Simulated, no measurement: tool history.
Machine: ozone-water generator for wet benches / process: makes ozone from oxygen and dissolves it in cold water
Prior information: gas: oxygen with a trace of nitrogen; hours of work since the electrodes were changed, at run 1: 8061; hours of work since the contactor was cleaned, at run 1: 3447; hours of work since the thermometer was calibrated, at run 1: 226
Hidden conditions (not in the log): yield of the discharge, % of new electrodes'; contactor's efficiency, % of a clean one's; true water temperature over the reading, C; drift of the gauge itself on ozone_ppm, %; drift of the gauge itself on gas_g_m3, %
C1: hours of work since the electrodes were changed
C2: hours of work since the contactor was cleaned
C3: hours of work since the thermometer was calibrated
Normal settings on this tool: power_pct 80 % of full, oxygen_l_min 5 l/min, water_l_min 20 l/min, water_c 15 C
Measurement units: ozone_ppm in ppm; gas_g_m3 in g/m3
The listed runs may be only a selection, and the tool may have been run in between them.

{"run": 1, "day": 0.0, "power_pct": 80, "oxygen_l_min": 5, "water_l_min": 20, "water_c": 15, "C1": 8061, "C2": 3447, "C3": 226, "ozone_ppm": 30.5, "gas_g_m3": 283}
{"run": 2, "day": 8.529, "power_pct": 80, "oxygen_l_min": 5, "water_l_min": 20, "water_c": 15, "C1": 8249, "C2": 3635, "C3": 414, "ozone_ppm": 30.3, "gas_g_m3": 282.8}
{"run": 3, "day": 15.05, "power_pct": 80, "oxygen_l_min": 5, "water_l_min": 20, "water_c": 15, "C1": 8393, "C2": 3779, "C3": 558, "ozone_ppm": 30.3, "gas_g_m3": 283.3}
{"run": 4, "day": 22.517, "power_pct": 80, "oxygen_l_min": 5, "water_l_min": 20, "water_c": 15, "C1": 8558, "C2": 3944, "C3": 723, "ozone_ppm": 30.4, "gas_g_m3": 282.1}
{"run": 5, "day": 28.871, "power_pct": 80, "oxygen_l_min": 5, "water_l_min": 20, "water_c": 15, "C1": 8699, "C2": 4085, "C3": 863, "ozone_ppm": 29.9, "gas_g_m3": 284.3}
{"run": 6, "day": 33.512, "power_pct": 80, "oxygen_l_min": 5, "water_l_min": 20, "water_c": 15, "C1": 8801, "C2": 4187, "C3": 966, "ozone_ppm": 30.2, "gas_g_m3": 285}
{"run": 7, "day": 39.7, "power_pct": 80, "oxygen_l_min": 5, "water_l_min": 20, "water_c": 15, "C1": 8938, "C2": 4324, "C3": 1103, "ozone_ppm": 30.3, "gas_g_m3": 282.1}
{"run": 8, "day": 45.121, "power_pct": 80, "oxygen_l_min": 5, "water_l_min": 20, "water_c": 15, "C1": 9058, "C2": 4444, "C3": 1222, "ozone_ppm": 30.2, "gas_g_m3": 282.8}
{"run": 9, "day": 54.267, "power_pct": 80, "oxygen_l_min": 5, "water_l_min": 17, "water_c": 15, "C1": 9260, "C2": 4646, "C3": 1424, "ozone_ppm": 34.8, "gas_g_m3": 284}
{"run": 10, "day": 63.096, "power_pct": 80, "oxygen_l_min": 5, "water_l_min": 20, "water_c": 7, "C1": 9455, "C2": 4841, "C3": 1619, "ozone_ppm": 33.2, "gas_g_m3": 281.1}
{"run": 11, "day": 67.533, "power_pct": 80, "oxygen_l_min": 5, "water_l_min": 20, "water_c": 7, "C1": 9553, "C2": 4939, "C3": 1718, "ozone_ppm": 33.7, "gas_g_m3": 283}
{"run": 12, "day": 75.829, "power_pct": 80, "oxygen_l_min": 5, "water_l_min": 20, "water_c": 7, "C1": 9736, "C2": 5122, "C3": 1901, "ozone_ppm": 33.5, "gas_g_m3": 282.6}
{"run": 13, "day": 83.517, "power_pct": 80, "oxygen_l_min": 5, "water_l_min": 13, "water_c": 15, "C1": 9906, "C2": 5292, "C3": 2071, "ozone_ppm": 43, "gas_g_m3": 281.5}
{"run": 14, "day": 92.004, "power_pct": 80, "oxygen_l_min": 5, "water_l_min": 14, "water_c": 15, "C1": 10093, "C2": 5479, "C3": 2258, "ozone_ppm": 41.6, "gas_g_m3": 281.1}
{"run": 15, "day": 97.404, "power_pct": 71, "oxygen_l_min": 6.76, "water_l_min": 14, "water_c": 11, "C1": 10213, "C2": 5599, "C3": 2377, "ozone_ppm": 37.9, "gas_g_m3": 211.2}
{"run": 16, "day": 103.092, "power_pct": 44, "oxygen_l_min": 5, "water_l_min": 19, "water_c": 10, "C1": 10338, "C2": 5724, "C3": 2503, "ozone_ppm": 19.6, "gas_g_m3": 159.6}
{"run": 17, "day": 109.012, "power_pct": 44, "oxygen_l_min": 5, "water_l_min": 19, "water_c": 10, "C1": 10469, "C2": 5855, "C3": 2634, "ozone_ppm": 19.2, "gas_g_m3": 159.8}
{"run": 18, "day": 116.867, "power_pct": 40, "oxygen_l_min": 5, "water_l_min": 19, "water_c": 10, "C1": 10643, "C2": 6029, "C3": 2807, "ozone_ppm": 17.7, "gas_g_m3": 145.1}
{"run": 19, "day": 123.467, "power_pct": 80, "oxygen_l_min": 4.24, "water_l_min": 20, "water_c": 11, "C1": 10789, "C2": 6175, "C3": 2953, "ozone_ppm": 31.6, "gas_g_m3": 307.6}
{"run": 20, "day": 131.538, "power_pct": 54, "oxygen_l_min": 5.15, "water_l_min": 25, "water_c": 12, "C1": 10967, "C2": 6353, "C3": 3132, "ozone_ppm": 17.5, "gas_g_m3": 189.3}
{"run": 21, "day": 139.612, "power_pct": 97, "oxygen_l_min": 5.15, "water_l_min": 20, "water_c": 12, "C1": 11145, "C2": 6531, "C3": 3310, "ozone_ppm": 37.9, "gas_g_m3": 323.3}
{"run": 22, "day": 144.762, "power_pct": 74, "oxygen_l_min": 2.95, "water_l_min": 25, "water_c": 12, "C1": 11259, "C2": 6645, "C3": 3424, "ozone_ppm": 21.7, "gas_g_m3": 350.6}
{"day": 147.388, "done": "water thermometer calibrated"}
{"run": 23, "day": 153.888, "power_pct": 74, "oxygen_l_min": 2.95, "water_l_min": 25, "water_c": 12, "C1": 11460, "C2": 6846, "C3": 144, "ozone_ppm": 21.9, "gas_g_m3": 347.5}
{"day": 155.338, "done": "gauge calibrated"}
{"run": 24, "day": 158.271, "power_pct": 80, "oxygen_l_min": 7.6, "water_l_min": 19, "water_c": 15, "C1": 11557, "C2": 6943, "C3": 240, "ozone_ppm": 30.8, "gas_g_m3": 223.2}
{"run": 25, "day": 165.729, "power_pct": 50, "oxygen_l_min": 2.78, "water_l_min": 20, "water_c": 15, "C1": 11722, "C2": 7108, "C3": 405, "ozone_ppm": 18.6, "gas_g_m3": 259.1}
{"run": 26, "day": 174.092, "power_pct": 57, "oxygen_l_min": 5, "water_l_min": 20, "water_c": 9, "C1": 11906, "C2": 7293, "C3": 590, "ozone_ppm": 23.9, "gas_g_m3": 205.8}
{"run": 27, "day": 181.329, "power_pct": 52, "oxygen_l_min": 8.3, "water_l_min": 16, "water_c": 15, "C1": 12066, "C2": 7452, "C3": 750, "ozone_ppm": 23.2, "gas_g_m3": 140.1}
{"run": 28, "day": 186.208, "power_pct": 90, "oxygen_l_min": 8.84, "water_l_min": 16, "water_c": 8, "C1": 12174, "C2": 7560, "C3": 858, "ozone_ppm": 43.6, "gas_g_m3": 227.1}

Forecast each of these 3 alternatives for the next run:
{"run": "A", "day": 194.521, "power_pct": 46, "oxygen_l_min": 5, "water_l_min": 20, "water_c": 15, "C1": 12358, "C2": 7744, "C3": 1041, "ozone_ppm": "?", "gas_g_m3": "?"}
{"run": "B", "day": 194.521, "power_pct": 90, "oxygen_l_min": 6.37, "water_l_min": 16, "water_c": 8, "C1": 12358, "C2": 7744, "C3": 1041, "ozone_ppm": "?", "gas_g_m3": "?"}
{"run": "C", "day": 194.521, "power_pct": 90, "oxygen_l_min": 7.26, "water_l_min": 16, "water_c": 8, "C1": 12358, "C2": 7744, "C3": 1041, "ozone_ppm": "?", "gas_g_m3": "?"}

run=A ozone_ppm=18 gas_g_m3=167.9
run=B ozone_ppm=44.9 gas_g_m3=274.4
run=C ozone_ppm=44.5 gas_g_m3=255
The same runs, with their run-to-run variation unchanged, on a tool lacking any hidden condition would have given:
run=A ozone_ppm=18 gas_g_m3=169.2
run=B ozone_ppm=44.9 gas_g_m3=276.9
run=C ozone_ppm=44.6 gas_g_m3=257.3
